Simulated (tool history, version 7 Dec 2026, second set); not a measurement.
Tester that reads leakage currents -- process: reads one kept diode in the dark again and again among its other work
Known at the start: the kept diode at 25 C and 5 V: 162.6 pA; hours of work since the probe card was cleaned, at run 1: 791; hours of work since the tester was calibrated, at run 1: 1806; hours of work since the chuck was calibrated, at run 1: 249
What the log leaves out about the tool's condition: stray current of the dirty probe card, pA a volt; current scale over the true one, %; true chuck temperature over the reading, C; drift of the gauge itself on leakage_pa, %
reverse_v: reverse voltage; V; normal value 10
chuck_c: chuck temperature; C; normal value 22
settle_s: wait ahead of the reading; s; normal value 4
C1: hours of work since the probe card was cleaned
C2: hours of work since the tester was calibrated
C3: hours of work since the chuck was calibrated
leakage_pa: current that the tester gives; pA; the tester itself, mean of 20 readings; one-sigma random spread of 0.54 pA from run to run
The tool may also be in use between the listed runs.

run 1 hour=0 | reverse_v=10 chuck_c=22 settle_s=4 | C1=791 C2=1806 C3=249 | leakage_pa=184.77
run 2 hour=47 | reverse_v=10 chuck_c=22 settle_s=4 | C1=825 C2=1840 C3=283 | leakage_pa=184.92
run 3 hour=70.6 | reverse_v=10 chuck_c=22 settle_s=4 | C1=841 C2=1857 C3=300 | leakage_pa=185.14
run 4 hour=97.1 | reverse_v=10 chuck_c=22 settle_s=4 | C1=861 C2=1876 C3=319 | leakage_pa=184.35
run 5 hour=137.1 | reverse_v=10 chuck_c=22 settle_s=8.98 | C1=889 C2=1904 C3=347 | leakage_pa=185.49
run 6 hour=175.1 | reverse_v=10 chuck_c=22 settle_s=8.98 | C1=917 C2=1932 C3=375 | leakage_pa=186.19
run 7 hour=209.2 | reverse_v=10 chuck_c=22 settle_s=0.31 | C1=941 C2=1956 C3=399 | leakage_pa=194.81
run 8 hour=234.8 | reverse_v=10 chuck_c=22 settle_s=0.31 | C1=960 C2=1975 C3=418 | leakage_pa=194.9
run 9 hour=269.7 | reverse_v=10 chuck_c=22 settle_s=0.31 | C1=985 C2=2000 C3=443 | leakage_pa=195.77
run 10 hour=290.8 | reverse_v=10 chuck_c=21 settle_s=4 | C1=1000 C2=2015 C3=458 | leakage_pa=173.66
run 11 hour=321.7 | reverse_v=10 chuck_c=21 settle_s=4 | C1=1022 C2=2037 C3=480 | leakage_pa=173.89
run 12 hour=363.7 | reverse_v=1.2 chuck_c=21 settle_s=0.65 | C1=1052 C2=2067 C3=510 | leakage_pa=65.56
run 13 hour=410.3 | reverse_v=2.9 chuck_c=41 settle_s=2.03 | C1=1086 C2=2101 C3=544 | leakage_pa=402.5
run 14 hour=431 | reverse_v=3.8 chuck_c=41 settle_s=0.77 | C1=1101 C2=2116 C3=559 | leakage_pa=456.14
run 15 hour=451 | reverse_v=15.4 chuck_c=35 settle_s=6.47 | C1=1115 C2=2130 C3=573 | leakage_pa=573.89
run 16 hour=482.1 | reverse_v=1.1 chuck_c=35 settle_s=9.14 | C1=1138 C2=2153 C3=596 | leakage_pa=172.89
run 17 hour=509.7 | reverse_v=2.6 chuck_c=51 settle_s=9.14 | C1=1157 C2=2172 C3=615 | leakage_pa=731.36
run 18 hour=538 | reverse_v=10 chuck_c=21 settle_s=4 | C1=1178 C2=2193 C3=636 | leakage_pa=175.85
run 19 hour=562.5 | reverse_v=2.3 chuck_c=22 settle_s=4 | C1=1195 C2=2210 C3=653 | leakage_pa=95.12

Below are 5 alternative next runs, each starting from the tool's condition after run 19. Predict each:
run A hour=585.1 | reverse_v=9.2 chuck_c=22 settle_s=6.83 | C1=1212 C2=2227 C3=670 | leakage_pa=?
run B hour=585.1 | reverse_v=10 chuck_c=31 settle_s=4 | C1=1212 C2=2227 C3=670 | leakage_pa=?
run C hour=585.1 | reverse_v=19.4 chuck_c=22 settle_s=4.26 | C1=1212 C2=2227 C3=670 | leakage_pa=?
run D hour=585.1 | reverse_v=10 chuck_c=23 settle_s=4 | C1=1212 C2=2227 C3=670 | leakage_pa=?
run E hour=585.1 | reverse_v=5.2 chuck_c=22 settle_s=4 | C1=1212 C2=2227 C3=670 | leakage_pa=?

run=A leakage_pa=182.05
run=B leakage_pa=359.75
run=C leakage_pa=259.98
run=D leakage_pa=203.54
run=E leakage_pa=139.74
Had the tool no hidden state, the same runs would have come out as:
run=A leakage_pa=171.49
run=B leakage_pa=345.54
run=C leakage_pa=240.25
run=D leakage_pa=192
run=E leakage_pa=133.03
